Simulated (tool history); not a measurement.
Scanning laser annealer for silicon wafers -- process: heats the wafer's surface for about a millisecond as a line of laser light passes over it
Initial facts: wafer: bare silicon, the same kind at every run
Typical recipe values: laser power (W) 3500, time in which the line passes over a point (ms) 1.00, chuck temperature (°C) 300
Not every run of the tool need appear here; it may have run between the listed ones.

run	hour	laser power (W)	time in which the line passes over a point (ms)	chuck temperature (°C)	highest temperature of the surface (°C)
1	0.0	3500	1.00	300	1100
2	14.4	3500	1.00	300	1101
3	31.8	3500	1.00	300	1102
4	44.4	3500	1.00	300	1100
5	56.2	3500	1.00	300	1103
6	70.3	3500	1.00	300	1098
7	82.7	3500	0.75	300	998
8	100.5	3707	1.00	300	1143

What does the tool deliver on the next run?
9	112.0	3707	1.00	300	?

highest temperature of the surface (°C): 1143
With no hidden state in the tool, this same run would have given highest temperature of the surface (°C) 1143.
